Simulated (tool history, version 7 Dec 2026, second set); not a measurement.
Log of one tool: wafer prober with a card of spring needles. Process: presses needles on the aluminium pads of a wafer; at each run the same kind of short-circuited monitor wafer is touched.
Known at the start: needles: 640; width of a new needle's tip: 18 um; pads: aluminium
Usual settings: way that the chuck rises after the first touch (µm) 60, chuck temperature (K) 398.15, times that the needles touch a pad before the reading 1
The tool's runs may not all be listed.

run,hour,way that the chuck rises after the first touch (µm),chuck temperature (K),times that the needles touch a pad before the reading,resistance of one needle with its contact and lead (mohm),way that a needle slides on the pad (µm)
1,0.0,60,398.15,1,389,12.31
2,10.8,71,398.15,1,396,14.57
# hour 11.9: tips cleaned on abrasive film
3,26.5,60,333.15,1,421,12.29
# hour 32.8: tips cleaned on abrasive film
4,36.0,60,398.15,1,356,12.26
5,47.0,60,398.15,1,428,12.25
# hour 52.7: tips cleaned on abrasive film
6,57.5,60,398.15,1,378,12.25
7,67.6,60,398.15,1,436,12.22
# hour 72.6: tips cleaned on abrasive film
8,79.6,60,398.15,1,393,12.24
# hour 92.8: tips cleaned on abrasive film
9,97.3,60,398.15,2,345,12.22
# hour 112.8: tips cleaned on abrasive film
10,115.1,60,331.15,1,325,12.16
11,122.8,60,331.15,1,409,12.18
12,131.4,60,331.15,1,438,12.18
# hour 133.0: tips cleaned on abrasive film
13,147.7,60,398.15,1,432,12.17
# hour 153.2: tips cleaned on abrasive film
14,155.9,60,398.15,1,356,12.13
15,166.8,60,398.15,1,429,12.14
# hour 173.1: tips cleaned on abrasive film
16,184.3,60,398.15,1,424,12.11
17,192.4,60,398.15,1,436,12.11
# hour 193.3: tips cleaned on abrasive film
18,211.1,51,310.15,2,404,10.24
# hour 213.8: tips cleaned on abrasive film
19,229.6,51,310.15,2,401,10.24
# hour 234.3: tips cleaned on abrasive film
20,238.0,51,311.15,2,344,10.19
# hour 254.6: tips cleaned on abrasive film
21,254.7,42,315.15,1,315,8.34
22,262.7,60,365.15,1,404,12.02
23,271.4,70,365.15,1,400,14.09
# hour 275.7: tips cleaned on abrasive film
# hour 283.5: height of the first contact set anew
24,287.9,67,310.15,1,390,13.73
# hour 296.5: tips cleaned on abrasive film
25,298.1,67,310.15,2,300,13.73

Forecast run 26:
26,315.8,56,305.15,2,?,?

resistance of one needle with its contact and lead (mohm): 387
way that a needle slides on the pad (µm): 11.46
Without the tool's hidden state the same run would have given resistance of one needle with its contact and lead (mohm) 279, way that a needle slides on the pad (µm) 11.48.
